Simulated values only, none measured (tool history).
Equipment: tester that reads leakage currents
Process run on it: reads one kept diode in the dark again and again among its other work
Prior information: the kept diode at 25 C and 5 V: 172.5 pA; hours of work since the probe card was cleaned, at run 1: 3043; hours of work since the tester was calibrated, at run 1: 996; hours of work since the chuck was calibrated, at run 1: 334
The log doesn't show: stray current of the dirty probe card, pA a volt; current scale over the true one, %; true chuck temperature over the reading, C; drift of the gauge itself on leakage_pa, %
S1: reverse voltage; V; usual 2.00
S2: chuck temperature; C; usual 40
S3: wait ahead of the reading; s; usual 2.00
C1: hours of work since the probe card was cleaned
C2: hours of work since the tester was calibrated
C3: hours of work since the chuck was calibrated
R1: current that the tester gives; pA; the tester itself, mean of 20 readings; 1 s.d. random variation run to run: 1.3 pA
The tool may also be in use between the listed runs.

run	hour	S1	S2	S3	C1	C2	C3	R1
1	0.0	2.00	40	2.00	3043	996	334	464.25
2	42.9	2.00	40	2.00	3072	1024	363	467.51
3	64.7	2.00	40	2.00	3086	1039	377	468.50
4	87.0	2.00	40	2.00	3101	1054	392	470.64
5	123.8	2.00	40	2.00	3126	1078	417	466.93
6	155.5	2.00	40	2.00	3147	1099	438	470.78
# hour 165.6: probe card cleaned and baked
7	185.1	2.00	36	2.00	13	1117	455	334.87

Predict the results of run 8:
8	209.7	1.19	55	0.38	29	1133	472	?

{"run 8": {"R1": 1268.58}}
Were there no unlogged condition in the tool, this run, its random variation unchanged, would have produced R1 1193.39 pA.

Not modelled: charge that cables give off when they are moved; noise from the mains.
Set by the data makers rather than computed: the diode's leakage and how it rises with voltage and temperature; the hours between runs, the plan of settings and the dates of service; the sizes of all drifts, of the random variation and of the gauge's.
